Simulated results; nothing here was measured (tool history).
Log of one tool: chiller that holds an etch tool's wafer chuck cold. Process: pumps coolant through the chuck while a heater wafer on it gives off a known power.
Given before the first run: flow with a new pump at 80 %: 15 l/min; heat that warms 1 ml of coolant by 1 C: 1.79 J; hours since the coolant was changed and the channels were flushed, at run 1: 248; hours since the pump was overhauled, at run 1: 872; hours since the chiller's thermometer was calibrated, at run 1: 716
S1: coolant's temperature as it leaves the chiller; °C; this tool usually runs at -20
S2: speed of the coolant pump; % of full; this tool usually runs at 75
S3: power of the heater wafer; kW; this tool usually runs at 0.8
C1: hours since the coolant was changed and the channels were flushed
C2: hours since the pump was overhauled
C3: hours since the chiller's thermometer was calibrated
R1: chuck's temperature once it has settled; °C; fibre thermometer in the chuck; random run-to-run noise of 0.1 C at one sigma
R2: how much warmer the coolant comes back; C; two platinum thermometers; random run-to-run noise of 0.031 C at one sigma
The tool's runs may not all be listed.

run 1 hour=0 | S1=-20 S2=75 S3=0.8 | C1=248 C2=872 C3=716 | R1=-9.9 R2=1.93
run 2 hour=29.3 | S1=-20 S2=75 S3=0.8 | C1=278 C2=901 C3=745 | R1=-9.9 R2=1.92
run 3 hour=46 | S1=-20 S2=75 S3=0.8 | C1=294 C2=918 C3=762 | R1=-10 R2=1.91
run 4 hour=65 | S1=-29 S2=75 S3=0.8 | C1=313 C2=937 C3=781 | R1=-19 R2=1.9
run 5 hour=98 | S1=-29 S2=75 S3=0.8 | C1=346 C2=970 C3=814 | R1=-19.1 R2=1.96
run 6 hour=118.2 | S1=-20 S2=61 S3=0.8 | C1=367 C2=990 C3=834 | R1=-8.2 R2=2.36
run 7 hour=149.4 | S1=-20 S2=61 S3=0.8 | C1=398 C2=1021 C3=865 | R1=-8 R2=2.44
run 8 hour=176.3 | S1=-20 S2=61 S3=0.8 | C1=425 C2=1048 C3=892 | R1=-8.2 R2=2.43
run 9 hour=206.7 | S1=-13 S2=75 S3=0.8 | C1=455 C2=1078 C3=922 | R1=-2.9 R2=1.9
run 10 hour=236.3 | S1=-13 S2=75 S3=0.8 | C1=485 C2=1108 C3=952 | R1=-2.7 R2=2
run 11 hour=274.1 | S1=-13 S2=75 S3=0.8 | C1=522 C2=1146 C3=990 | R1=-3 R2=1.92
run 12 hour=301.5 | S1=-13 S2=75 S3=0.8 | C1=550 C2=1173 C3=1017 | R1=-2.9 R2=1.94
run 13 hour=322.9 | S1=-20 S2=75 S3=0.877 | C1=571 C2=1195 C3=1039 | R1=-8.9 R2=2.15
run 14 hour=340.4 | S1=-20 S2=75 S3=0.877 | C1=589 C2=1212 C3=1056 | R1=-8.9 R2=2.1
run 15 hour=369.3 | S1=-20 S2=75 S3=0.8 | C1=618 C2=1241 C3=1085 | R1=-9.7 R2=1.9
run 16 hour=400.4 | S1=-20 S2=75 S3=0.8 | C1=649 C2=1272 C3=1116 | R1=-9.7 R2=2.03
run 17 hour=431 | S1=-20 S2=75 S3=0.8 | C1=679 C2=1303 C3=1147 | R1=-9.6 R2=1.97
run 18 hour=446.8 | S1=-21 S2=86 S3=0.668 | C1=695 C2=1318 C3=1162 | R1=-13.3 R2=1.4
run 19 hour=471.6 | S1=-21 S2=86 S3=0.668 | C1=720 C2=1343 C3=1187 | R1=-13.3 R2=1.42
run 20 hour=503 | S1=-21 S2=99 S3=0.918 | C1=751 C2=1375 C3=1219 | R1=-11.5 R2=1.71
run 21 hour=539.3 | S1=-24 S2=75 S3=0.551 | C1=788 C2=1411 C3=1255 | R1=-16.7 R2=1.38
run 22 hour=568.3 | S1=-11 S2=76 S3=0.549 | C1=817 C2=1440 C3=1284 | R1=-3.9 R2=1.33
run 23 hour=586 | S1=-12 S2=78 S3=0.947 | C1=834 C2=1458 C3=1302 | R1=-0.2 R2=2.19
run 24 hour=618.8 | S1=-12 S2=78 S3=0.947 | C1=867 C2=1490 C3=1334 | R1=-0.1 R2=2.23
run 25 hour=645.4 | S1=-20 S2=77 S3=0.882 | C1=894 C2=1517 C3=1361 | R1=-8.9 R2=2.09

For run 26, what comes out?
run 26 hour=674.6 | S1=-20 S2=77 S3=0.882 | C1=923 C2=1546 C3=1390 | R1=? R2=?

R1: -8.8 °C
R2: 2.08 C
With no hidden state in the tool, this same run would have given R1 -9.5 °C, R2 2.01 C.

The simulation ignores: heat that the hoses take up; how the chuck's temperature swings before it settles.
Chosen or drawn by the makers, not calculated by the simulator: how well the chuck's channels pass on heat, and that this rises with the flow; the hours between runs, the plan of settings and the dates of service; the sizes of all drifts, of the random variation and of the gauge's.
